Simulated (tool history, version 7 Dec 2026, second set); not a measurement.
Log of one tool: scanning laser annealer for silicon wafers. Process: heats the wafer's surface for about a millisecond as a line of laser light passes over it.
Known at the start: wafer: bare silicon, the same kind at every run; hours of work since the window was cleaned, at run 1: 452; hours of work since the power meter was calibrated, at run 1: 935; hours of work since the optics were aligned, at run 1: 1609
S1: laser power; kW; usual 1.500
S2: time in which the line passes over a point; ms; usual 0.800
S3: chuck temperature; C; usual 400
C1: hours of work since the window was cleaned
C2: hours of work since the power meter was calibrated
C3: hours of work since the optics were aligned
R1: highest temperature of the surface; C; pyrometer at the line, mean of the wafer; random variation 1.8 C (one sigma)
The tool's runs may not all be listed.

run,hour,S1,S2,S3,C1,C2,C3,R1
1,0.0,1.500,0.800,400,452,935,1609,1081
2,49.5,1.500,0.800,428,477,961,1635,1107
3,111.6,1.500,0.800,372,510,993,1667,1054
4,189.2,1.500,0.800,372,551,1034,1708,1050
5,221.7,1.500,0.800,372,568,1051,1725,1052
6,286.8,1.500,0.800,372,602,1085,1759,1051
7,367.4,1.500,0.800,372,644,1127,1801,1045
# hour 378.2: optics aligned, line set to its width
8,453.4,1.500,0.800,372,686,1170,39,1057
9,495.6,1.500,0.800,400,709,1192,62,1083
10,564.7,1.500,0.800,400,745,1228,98,1081
11,620.6,1.500,0.800,400,774,1257,127,1082
12,658.9,1.626,0.596,400,794,1277,147,1034
# hour 692.5: window over the wafer cleaned
13,740.7,1.626,0.596,383,25,1319,189,1042
14,784.1,1.328,0.800,429,48,1342,212,1054
15,819.5,1.391,0.836,416,67,1360,230,1084
16,859.6,1.554,0.662,385,88,1381,251,1048
17,915.0,1.554,0.662,385,117,1410,280,1048
18,970.9,1.553,0.800,393,146,1440,309,1116
19,1017.0,1.500,0.708,413,170,1464,334,1070
20,1072.5,1.316,0.860,400,199,1493,363,1036
21,1124.6,1.392,0.588,409,226,1520,390,965
22,1167.8,1.420,0.953,422,249,1543,413,1144

How the hidden state differs across the entries between the runs, from the last listed run before each to the first after it:
Between runs 7 and 8: optics aligned, line set to its width (hour 378.2)
  light that passes the window, % of a clean one's: 96.54 -> 96.31; laser's true power over the reading, %: 0.67 -> 0.68; width of the line over the set one, %: 3.21 -> 0.18
  measured less the result without the state, R1: -30 -> -21 C
Between runs 12 and 13: window over the wafer cleaned (hour 692.5)
  light that passes the window, % of a clean one's: 95.7 -> 99.52; laser's true power over the reading, %: 0.71 -> 0.72; width of the line over the set one, %: 0.37 -> 0.44
  measured less the result without the state, R1: -24 -> +0 C
